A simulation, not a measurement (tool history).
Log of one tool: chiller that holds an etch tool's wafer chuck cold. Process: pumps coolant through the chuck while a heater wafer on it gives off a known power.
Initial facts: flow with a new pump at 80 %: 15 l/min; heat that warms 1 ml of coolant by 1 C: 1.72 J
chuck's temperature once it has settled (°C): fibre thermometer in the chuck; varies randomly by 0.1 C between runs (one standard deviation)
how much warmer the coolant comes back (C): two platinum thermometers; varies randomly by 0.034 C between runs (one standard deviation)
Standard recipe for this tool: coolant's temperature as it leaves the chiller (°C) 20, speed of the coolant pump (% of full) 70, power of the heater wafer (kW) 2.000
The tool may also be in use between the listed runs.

run	hour	coolant's temperature as it leaves the chiller (°C)	speed of the coolant pump (% of full)	power of the heater wafer (kW)	chuck's temperature once it has settled (°C)	how much warmer the coolant comes back (C)
1	0.0	20	70	2.000	37.6	5.41
2	94.9	20	70	2.000	37.7	5.33
3	187.9	20	70	2.000	37.5	5.40
4	252.5	20	70	2.000	37.8	5.40
5	303.7	20	70	2.000	37.6	5.42
6	400.8	20	70	2.000	37.8	5.43
7	458.5	20	70	2.805	45.0	7.61
8	559.6	20	70	2.000	38.1	5.44
9	670.5	29	70	2.000	47.0	5.45
10	754.7	20	70	2.000	38.1	5.49
11	821.8	20	70	2.000	37.9	5.51
12	916.3	20	70	2.000	38.1	5.45
13	973.7	20	70	2.000	38.3	5.52
14	1035.7	15	70	2.000	33.2	5.53
15	1141.4	11	70	2.000	29.4	5.53
16	1233.4	20	70	2.000	38.3	5.57
17	1345.2	11	86	2.000	27.6	4.54
18	1426.3	21	86	1.085	30.1	2.48
19	1487.8	21	83	2.467	41.9	5.79
20	1560.2	30	97	1.074	38.9	2.12
21	1658.6	20	70	1.122	31.0	3.08
22	1744.0	20	76	2.000	37.9	5.13
23	1829.2	15	76	1.467	28.3	3.76
24	1930.0	18	76	1.232	29.2	3.24
25	1990.5	19	65	2.000	38.6	6.04
26	2076.8	19	65	2.000	38.6	5.99
27	2135.8	13	80	1.152	23.4	2.80
28	2218.1	13	80	2.011	30.9	4.99
29	2315.1	15	85	1.022	24.3	2.37
# hour 2361.7: chiller's thermometer calibrated
30	2367.2	15	85	1.022	23.8	2.35
31	2430.9	15	85	1.022	23.8	2.41
32	2515.6	15	74	2.544	38.1	6.77

Branching from run 32: 4 alternative next runs. What would each branch give?
A	2595.4	16	74	1.768	?	?
B	2595.4	21	83	2.624	?	?
C	2595.4	20	70	2.291	?	?
D	2595.4	20	70	2.644	?	?

run	chuck's temperature once it has settled (°C)	how much warmer the coolant comes back (C)
A	32.4	4.71
B	43.6	6.25
C	41.7	6.50
D	44.7	7.50
The same runs, with their run-to-run variation unchanged, on a tool lacking any hidden condition would have given:
run	chuck's temperature once it has settled (°C)	how much warmer the coolant comes back (C)
A	30.6	4.41
B	41.1	5.85
C	39.3	6.09
D	42.0	7.03

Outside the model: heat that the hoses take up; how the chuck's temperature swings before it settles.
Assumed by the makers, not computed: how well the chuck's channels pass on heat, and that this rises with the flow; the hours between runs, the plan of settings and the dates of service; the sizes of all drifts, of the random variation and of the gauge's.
